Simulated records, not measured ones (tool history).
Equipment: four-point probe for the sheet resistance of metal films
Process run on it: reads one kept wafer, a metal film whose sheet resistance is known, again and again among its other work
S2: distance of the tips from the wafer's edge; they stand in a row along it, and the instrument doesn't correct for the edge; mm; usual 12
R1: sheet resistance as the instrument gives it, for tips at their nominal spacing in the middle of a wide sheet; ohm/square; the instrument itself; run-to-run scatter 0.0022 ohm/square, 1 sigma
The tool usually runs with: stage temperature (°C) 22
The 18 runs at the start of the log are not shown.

run 19 hour=252.2 | stage_temperature_(°C)=23 S2=12 | R1=10.885258
run 20 hour=261.4 | stage_temperature_(°C)=30 S2=12 | R1=10.922107
run 21 hour=279.8 | stage_temperature_(°C)=22 S2=12 | R1=10.875979
run 22 hour=292.7 | stage_temperature_(°C)=22 S2=4 | R1=11.008070
run 23 hour=312.5 | stage_temperature_(°C)=22 S2=4 | R1=11.006869
run 24 hour=323.5 | stage_temperature_(°C)=35 S2=3 | R1=11.189268
run 25 hour=337.4 | stage_temperature_(°C)=35 S2=3 | R1=11.188721
run 26 hour=349.3 | stage_temperature_(°C)=35 S2=3 | R1=11.188239
run 27 hour=367.0 | stage_temperature_(°C)=35 S2=3 | R1=11.185987
run 28 hour=382.7 | stage_temperature_(°C)=22 S2=32 | R1=10.865394
run 29 hour=393.2 | stage_temperature_(°C)=32 S2=21 | R1=10.919776
run 30 hour=414.1 | stage_temperature_(°C)=23 S2=21 | R1=10.873666
-- hour=416.2 stage's thermometer calibrated
run 31 hour=431.4 | stage_temperature_(°C)=23 S2=21 | R1=10.874694
run 32 hour=444.4 | stage_temperature_(°C)=23 S2=21 | R1=10.871031
-- hour=463.0 stage's thermometer calibrated, once more
run 33 hour=464.7 | stage_temperature_(°C)=23 S2=21 | R1=10.880305
run 34 hour=474.2 | stage_temperature_(°C)=23 S2=21 | R1=10.879531
run 35 hour=490.3 | stage_temperature_(°C)=23 S2=21 | R1=10.874299
run 36 hour=507.2 | stage_temperature_(°C)=23 S2=12 | R1=10.886158
run 37 hour=523.1 | stage_temperature_(°C)=27 S2=16 | R1=10.902812
run 38 hour=534.1 | stage_temperature_(°C)=22 S2=4 | R1=11.015636
run 39 hour=549.4 | stage_temperature_(°C)=22 S2=27 | R1=10.870901
run 40 hour=567.6 | stage_temperature_(°C)=29 S2=38 | R1=10.904065
run 41 hour=586.8 | stage_temperature_(°C)=29 S2=38 | R1=10.905487
run 42 hour=601.3 | stage_temperature_(°C)=29 S2=38 | R1=10.906269
run 43 hour=619.6 | stage_temperature_(°C)=27 S2=8 | R1=10.930516

Forecast each of these 3 alternatives for the next run:
run A hour=636.1 | stage_temperature_(°C)=27 S2=35 | R1=?
run B hour=636.1 | stage_temperature_(°C)=23 S2=6 | R1=?
run C hour=636.1 | stage_temperature_(°C)=22 S2=14 | R1=?

run=A R1=10.893441
run=B R1=10.935597
run=C R1=10.879828
Without the tool's unlogged condition, the same runs would have read:
run=A R1=10.937791
run=B R1=10.980115
run=C R1=10.924139

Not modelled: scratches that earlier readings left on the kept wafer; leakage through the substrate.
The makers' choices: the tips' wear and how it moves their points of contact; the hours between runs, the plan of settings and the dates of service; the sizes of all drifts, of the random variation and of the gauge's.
